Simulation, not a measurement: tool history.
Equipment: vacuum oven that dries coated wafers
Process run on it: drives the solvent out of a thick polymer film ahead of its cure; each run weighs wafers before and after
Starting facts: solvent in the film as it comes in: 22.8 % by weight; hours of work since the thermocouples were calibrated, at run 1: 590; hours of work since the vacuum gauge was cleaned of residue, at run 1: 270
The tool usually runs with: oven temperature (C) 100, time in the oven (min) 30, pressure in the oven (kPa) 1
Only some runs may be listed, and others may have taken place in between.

run,hour,oven temperature (C),time in the oven (min),pressure in the oven (kPa),hours of work since the thermocouples were calibrated,hours of work since the vacuum gauge was cleaned of residue,solvent left in the film (%)
1,0,100,30,1,590,270,5.68
2,13.6,100,30,1,600,280,5.78
3,25.1,100,30,1,609,289,5.6
4,34.8,95,30,1,617,297,7.97
5,47.2,95,30,1,627,307,7.95
6,61,95,30,1,637,317,8.09
7,69.6,95,30,1,644,324,8.07
8,75.9,95,30,1,649,329,8
9,85.8,95,30,1,657,337,8.14
10,95.5,95,30,1,664,344,8.04
11,104.3,95,22,1,671,351,10.06
# hour 106.5: vacuum gauge cleaned of residue and calibrated
12,116.1,95,22,1,679,7,10
13,125,89,22,3.57,686,14,13.25
14,137.9,100,40,3.57,696,24,4.95
# hour 145: vacuum gauge cleaned of residue and calibrated, once more
15,145,100,40,3.57,700,0,5.01
16,158.2,112,16,1.29,711,10,4.82
17,170.3,112,16,0.97,720,20,4.76
18,183.9,86,15,0.97,730,30,14.88
19,192.8,91,42,1.83,737,37,8.06
20,206.6,97,35,1.22,748,48,6.06
21,216.2,97,35,1.22,756,55,6.07

Predict each of these 4 candidate next runs independently; none follows another, all start after run 21:
A,222.4,100,20,1,760,60,?
B,222.4,110,16,0.93,760,60,?
C,222.4,114,35,1.22,760,60,?
D,222.4,100,30,1.9,760,60,?

run,solvent left in the film (%)
A,8.43
B,5.45
C,0.93
D,5.99
With no hidden state in the tool, these same runs would have given:
run,solvent left in the film (%)
A,7.61
B,4.7
C,0.71
D,5.17

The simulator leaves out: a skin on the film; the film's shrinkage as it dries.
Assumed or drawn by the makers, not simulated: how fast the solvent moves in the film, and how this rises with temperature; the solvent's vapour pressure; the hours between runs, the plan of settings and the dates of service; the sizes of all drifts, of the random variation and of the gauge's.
